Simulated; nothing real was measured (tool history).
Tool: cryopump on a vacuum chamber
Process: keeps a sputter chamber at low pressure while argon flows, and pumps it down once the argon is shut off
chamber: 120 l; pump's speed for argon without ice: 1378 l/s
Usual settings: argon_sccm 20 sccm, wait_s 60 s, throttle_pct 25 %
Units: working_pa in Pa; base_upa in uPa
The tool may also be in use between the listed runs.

run   hour  argon_sccm  wait_s  throttle_pct  working_pa  base_upa
  1      0          20      60            25      0.1057      2.98
  2   62.3          20      60            25       0.107      3.08
  3   91.9          20      39            25       0.107      3.92
  4  122.3          20      60            25      0.1061      3.16
  5  173.1          20      60            25      0.1079      3.32
  6  206.8          20      60            25      0.1092      3.25
  7  262.9          20      60            25      0.1102      3.41
  8  320.4          27      60            21      0.1727      3.64
  9  356.8          28      80            50      0.0859      3.27

The next listed run, before its measurement:
 10  414.6          11      80            50           ?         ?

Run 10 gave working_pa 0.0339 Pa, base_upa 3.37 uPa.
Without the tool's hidden state the same run would have given working_pa 0.0268 Pa, base_upa 1.07 uPa.
